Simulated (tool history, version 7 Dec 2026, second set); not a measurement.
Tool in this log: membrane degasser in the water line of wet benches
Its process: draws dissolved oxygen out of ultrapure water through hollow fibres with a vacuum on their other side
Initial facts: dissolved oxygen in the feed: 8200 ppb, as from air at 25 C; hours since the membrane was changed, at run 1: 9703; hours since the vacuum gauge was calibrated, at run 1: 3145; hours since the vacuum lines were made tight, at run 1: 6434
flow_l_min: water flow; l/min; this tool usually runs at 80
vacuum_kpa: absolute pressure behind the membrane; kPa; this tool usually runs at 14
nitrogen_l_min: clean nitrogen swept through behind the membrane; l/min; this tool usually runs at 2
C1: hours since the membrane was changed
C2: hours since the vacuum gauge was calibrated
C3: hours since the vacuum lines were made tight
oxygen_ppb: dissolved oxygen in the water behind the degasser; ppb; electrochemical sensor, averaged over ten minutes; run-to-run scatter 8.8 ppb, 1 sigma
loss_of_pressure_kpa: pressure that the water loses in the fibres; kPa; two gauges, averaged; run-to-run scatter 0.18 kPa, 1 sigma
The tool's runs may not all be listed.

{"run": 1, "hour": 0.0, "flow_l_min": 80, "vacuum_kpa": 14, "nitrogen_l_min": 2, "C1": 9703, "C2": 3145, "C3": 6434, "oxygen_ppb": 898.6, "loss_of_pressure_kpa": 31.36}
{"hour": 125.5, "done": "seals of the vacuum lines changed"}
{"run": 2, "hour": 224.8, "flow_l_min": 80, "vacuum_kpa": 14.5, "nitrogen_l_min": 2, "C1": 9926, "C2": 3368, "C3": 99, "oxygen_ppb": 913.8, "loss_of_pressure_kpa": 31.5}
{"run": 3, "hour": 411.4, "flow_l_min": 80, "vacuum_kpa": 14.5, "nitrogen_l_min": 2, "C1": 10113, "C2": 3555, "C3": 286, "oxygen_ppb": 904.2, "loss_of_pressure_kpa": 31.27}
{"run": 4, "hour": 585.9, "flow_l_min": 80, "vacuum_kpa": 14.5, "nitrogen_l_min": 2, "C1": 10287, "C2": 3729, "C3": 460, "oxygen_ppb": 924.9, "loss_of_pressure_kpa": 31.13}
{"hour": 607.1, "done": "membrane cartridge changed"}
{"run": 5, "hour": 841.6, "flow_l_min": 86, "vacuum_kpa": 14, "nitrogen_l_min": 2, "C1": 234, "C2": 3981, "C3": 712, "oxygen_ppb": 957.2, "loss_of_pressure_kpa": 33.77}
{"run": 6, "hour": 1100.8, "flow_l_min": 80, "vacuum_kpa": 14, "nitrogen_l_min": 2, "C1": 494, "C2": 4240, "C3": 971, "oxygen_ppb": 891.4, "loss_of_pressure_kpa": 31.39}
{"run": 7, "hour": 1284.0, "flow_l_min": 66, "vacuum_kpa": 14, "nitrogen_l_min": 2, "C1": 677, "C2": 4423, "C3": 1154, "oxygen_ppb": 730.8, "loss_of_pressure_kpa": 25.82}
{"run": 8, "hour": 1576.2, "flow_l_min": 80, "vacuum_kpa": 16.4, "nitrogen_l_min": 2, "C1": 969, "C2": 4715, "C3": 1447, "oxygen_ppb": 1049.5, "loss_of_pressure_kpa": 31.22}
{"run": 9, "hour": 1859.5, "flow_l_min": 80, "vacuum_kpa": 16.4, "nitrogen_l_min": 2, "C1": 1252, "C2": 4999, "C3": 1730, "oxygen_ppb": 1047.5, "loss_of_pressure_kpa": 31.55}
{"run": 10, "hour": 2012.3, "flow_l_min": 91, "vacuum_kpa": 14, "nitrogen_l_min": 2, "C1": 1405, "C2": 5152, "C3": 1883, "oxygen_ppb": 1013.3, "loss_of_pressure_kpa": 35.56}
{"run": 11, "hour": 2290.5, "flow_l_min": 80, "vacuum_kpa": 12.4, "nitrogen_l_min": 2, "C1": 1683, "C2": 5430, "C3": 2161, "oxygen_ppb": 757.8, "loss_of_pressure_kpa": 31.33}
{"run": 12, "hour": 2427.1, "flow_l_min": 80, "vacuum_kpa": 12.4, "nitrogen_l_min": 2, "C1": 1820, "C2": 5566, "C3": 2298, "oxygen_ppb": 773.7, "loss_of_pressure_kpa": 31.04}
{"run": 13, "hour": 2651.1, "flow_l_min": 80, "vacuum_kpa": 12.4, "nitrogen_l_min": 2, "C1": 2044, "C2": 5790, "C3": 2522, "oxygen_ppb": 781.5, "loss_of_pressure_kpa": 31.22}
{"run": 14, "hour": 2857.6, "flow_l_min": 80, "vacuum_kpa": 12.4, "nitrogen_l_min": 2, "C1": 2250, "C2": 5997, "C3": 2728, "oxygen_ppb": 781.7, "loss_of_pressure_kpa": 31.09}
{"run": 15, "hour": 3129.4, "flow_l_min": 80, "vacuum_kpa": 12.4, "nitrogen_l_min": 2, "C1": 2522, "C2": 6269, "C3": 3000, "oxygen_ppb": 773.3, "loss_of_pressure_kpa": 31.41}
{"run": 16, "hour": 3324.4, "flow_l_min": 80, "vacuum_kpa": 12.4, "nitrogen_l_min": 2, "C1": 2717, "C2": 6464, "C3": 3195, "oxygen_ppb": 764.7, "loss_of_pressure_kpa": 31.33}
{"run": 17, "hour": 3593.7, "flow_l_min": 80, "vacuum_kpa": 16.6, "nitrogen_l_min": 1.32, "C1": 2987, "C2": 6733, "C3": 3464, "oxygen_ppb": 1374.3, "loss_of_pressure_kpa": 31.26}
{"run": 18, "hour": 3826.1, "flow_l_min": 86, "vacuum_kpa": 18.6, "nitrogen_l_min": 1.32, "C1": 3219, "C2": 6965, "C3": 3697, "oxygen_ppb": 1609.2, "loss_of_pressure_kpa": 33.63}
{"run": 19, "hour": 4026.9, "flow_l_min": 79, "vacuum_kpa": 26.8, "nitrogen_l_min": 4.64, "C1": 3420, "C2": 7166, "C3": 3897, "oxygen_ppb": 914.6, "loss_of_pressure_kpa": 30.58}
{"run": 20, "hour": 4294.7, "flow_l_min": 53, "vacuum_kpa": 13.3, "nitrogen_l_min": 1.68, "C1": 3688, "C2": 7434, "C3": 4165, "oxygen_ppb": 645.3, "loss_of_pressure_kpa": 20.67}
{"run": 21, "hour": 4433.2, "flow_l_min": 53, "vacuum_kpa": 13.3, "nitrogen_l_min": 1.68, "C1": 3826, "C2": 7572, "C3": 4304, "oxygen_ppb": 633.4, "loss_of_pressure_kpa": 20.67}
{"run": 22, "hour": 4698.4, "flow_l_min": 74, "vacuum_kpa": 13.3, "nitrogen_l_min": 2.94, "C1": 4091, "C2": 7838, "C3": 4569, "oxygen_ppb": 585.7, "loss_of_pressure_kpa": 29.06}
{"run": 23, "hour": 4952.1, "flow_l_min": 80, "vacuum_kpa": 26.7, "nitrogen_l_min": 2.26, "C1": 4345, "C2": 8091, "C3": 4823, "oxygen_ppb": 1527, "loss_of_pressure_kpa": 31.14}
{"run": 24, "hour": 5176.9, "flow_l_min": 80, "vacuum_kpa": 26.7, "nitrogen_l_min": 2.26, "C1": 4570, "C2": 8316, "C3": 5047, "oxygen_ppb": 1521.4, "loss_of_pressure_kpa": 31.21}
{"hour": 5191.9, "done": "vacuum gauge calibrated"}
{"run": 25, "hour": 5297.3, "flow_l_min": 80, "vacuum_kpa": 26.7, "nitrogen_l_min": 2.26, "C1": 4690, "C2": 105, "C3": 5167, "oxygen_ppb": 1536.8, "loss_of_pressure_kpa": 31.1}
{"run": 26, "hour": 5589.8, "flow_l_min": 80, "vacuum_kpa": 9.2, "nitrogen_l_min": 1.11, "C1": 4982, "C2": 398, "C3": 5460, "oxygen_ppb": 786.4, "loss_of_pressure_kpa": 31.31}
{"run": 27, "hour": 5807.2, "flow_l_min": 63, "vacuum_kpa": 11.4, "nitrogen_l_min": 1.37, "C1": 5200, "C2": 615, "C3": 5677, "oxygen_ppb": 723.4, "loss_of_pressure_kpa": 24.8}
{"run": 28, "hour": 6038.4, "flow_l_min": 62, "vacuum_kpa": 14.9, "nitrogen_l_min": 2, "C1": 5431, "C2": 846, "C3": 5908, "oxygen_ppb": 737.2, "loss_of_pressure_kpa": 24.19}
{"run": 29, "hour": 6204.8, "flow_l_min": 56, "vacuum_kpa": 14.4, "nitrogen_l_min": 2.23, "C1": 5597, "C2": 1013, "C3": 6075, "oxygen_ppb": 589.3, "loss_of_pressure_kpa": 21.93}
{"run": 30, "hour": 6448.3, "flow_l_min": 57, "vacuum_kpa": 28, "nitrogen_l_min": 3.32, "C1": 5841, "C2": 1256, "C3": 6318, "oxygen_ppb": 887.3, "loss_of_pressure_kpa": 22.15}
{"hour": 6674.0, "done": "seals of the vacuum lines changed"}
{"run": 31, "hour": 6741.7, "flow_l_min": 50, "vacuum_kpa": 28, "nitrogen_l_min": 3.32, "C1": 6132, "C2": 1548, "C3": 68, "oxygen_ppb": 792.9, "loss_of_pressure_kpa": 19.86}

Below are 5 alternative next runs, each starting from the tool's condition after run 31. Predict each:
{"run": "A", "hour": 6875.4, "flow_l_min": 99, "vacuum_kpa": 17.4, "nitrogen_l_min": 1.87, "C1": 6266, "C2": 1682, "C3": 201, "oxygen_ppb": "?", "loss_of_pressure_kpa": "?"}
{"run": "B", "hour": 6875.4, "flow_l_min": 80, "vacuum_kpa": 17.5, "nitrogen_l_min": 1.4, "C1": 6266, "C2": 1682, "C3": 201, "oxygen_ppb": "?", "loss_of_pressure_kpa": "?"}
{"run": "C", "hour": 6875.4, "flow_l_min": 107, "vacuum_kpa": 28, "nitrogen_l_min": 1.3, "C1": 6266, "C2": 1682, "C3": 201, "oxygen_ppb": "?", "loss_of_pressure_kpa": "?"}
{"run": "D", "hour": 6875.4, "flow_l_min": 50, "vacuum_kpa": 31.3, "nitrogen_l_min": 1.01, "C1": 6266, "C2": 1682, "C3": 201, "oxygen_ppb": "?", "loss_of_pressure_kpa": "?"}
{"run": "E", "hour": 6875.4, "flow_l_min": 50, "vacuum_kpa": 28, "nitrogen_l_min": 3.15, "C1": 6266, "C2": 1682, "C3": 201, "oxygen_ppb": "?", "loss_of_pressure_kpa": "?"}

run=A oxygen_ppb=1402.2 loss_of_pressure_kpa=38.73
run=B oxygen_ppb=1398.3 loss_of_pressure_kpa=31.48
run=C oxygen_ppb=2712.8 loss_of_pressure_kpa=42.02
run=D oxygen_ppb=2126.8 loss_of_pressure_kpa=19.34
run=E oxygen_ppb=823 loss_of_pressure_kpa=19.62
With the hidden condition removed and each run's random variation left untouched, the same runs would have given:
run=A oxygen_ppb=1400.9 loss_of_pressure_kpa=38.67
run=B oxygen_ppb=1397.3 loss_of_pressure_kpa=31.44
run=C oxygen_ppb=2711.7 loss_of_pressure_kpa=41.96
run=D oxygen_ppb=2126.4 loss_of_pressure_kpa=19.31
run=E oxygen_ppb=822.7 loss_of_pressure_kpa=19.6

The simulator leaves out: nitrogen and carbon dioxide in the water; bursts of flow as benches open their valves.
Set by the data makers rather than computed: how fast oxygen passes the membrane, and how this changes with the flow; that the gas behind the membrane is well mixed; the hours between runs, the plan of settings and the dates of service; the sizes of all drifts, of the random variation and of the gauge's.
